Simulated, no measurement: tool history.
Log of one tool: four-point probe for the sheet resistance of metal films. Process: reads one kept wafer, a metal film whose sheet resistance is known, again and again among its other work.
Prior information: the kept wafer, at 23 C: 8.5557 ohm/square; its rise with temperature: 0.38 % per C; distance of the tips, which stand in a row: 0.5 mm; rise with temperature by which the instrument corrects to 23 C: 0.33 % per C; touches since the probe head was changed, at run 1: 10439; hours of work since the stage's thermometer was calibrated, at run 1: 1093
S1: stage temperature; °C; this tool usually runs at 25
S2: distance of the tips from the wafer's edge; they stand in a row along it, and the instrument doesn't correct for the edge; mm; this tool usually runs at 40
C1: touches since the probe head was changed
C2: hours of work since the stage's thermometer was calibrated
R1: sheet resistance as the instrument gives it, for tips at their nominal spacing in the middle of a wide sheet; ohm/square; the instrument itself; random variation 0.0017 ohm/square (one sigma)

run    hour  S1  S2     C1    C2        R1
  1     0.0  25  40  10439  1093  8.529860
  2    51.5  25  40  12178  1128  8.526602
  3   147.6  25  17  15423  1194  8.524674
  4   211.9  25  40  17596  1237  8.518760
  5   266.4  25  34  19434  1274  8.514744
  6   361.5  25  40  22648  1339  8.510275
  7   424.8  25  40  24785  1382  8.510661
  8   487.2  25  40  26892  1424  8.507914
  9   542.6  33  40  28762  1462  8.530877
      551.0  -- stage's thermometer calibrated
 10   608.6  25  44  30976    39  8.498643
 11   685.1  25  40  33560    91  8.499196
 12   779.2  25  40  36736   155  8.495603
      810.0  -- stage's thermometer calibrated, once more
 13   831.6  25  40  38491    15  8.481431
 14   905.9  25  40  40997    65  8.479303
 15   966.2  25  40  43034   106  8.475587
 16  1034.1  18  44  45330   152  8.448547
 17  1110.4  22  67  47904   204  8.460660
 18  1150.5  22  67  49259   231  8.455560
 19  1247.9  26  33  52549   298  8.469777
 20  1292.5  19   4  54054   328  8.512998
 21  1344.9  19   4  55826   363  8.508045
 22  1400.3  33   3  57694   401  8.607828
 23  1442.3  31  16  59114   430  8.479163
 24  1508.9  30  17  61364   475  8.468412
 25  1578.7  30  40  63720   522  8.467113
 26  1641.1  26  40  65827   565  8.450755
 27  1700.6  26  40  67836   605  8.445057
 28  1771.8  30  12  70240   653  8.466052

5 ways to go on from here, each from the tool as it stands after run 28. What would each give?
  A  1846.0  28  14  72746  704   ?
  B  1846.0  21  65  72746  704   ?
  C  1846.0  25  70  72746  704   ?
  D  1846.0  19   6  72746  704   ?
  E  1846.0  18   4  72746  704   ?

run        R1
  A  8.448195
  B  8.416105
  C  8.433140
  D  8.441978
  E  8.481533
Without the tool's unlogged condition, the same runs would have read:
run        R1
  A  8.576789
  B  8.544097
  C  8.561460
  D  8.570290
  E  8.610381
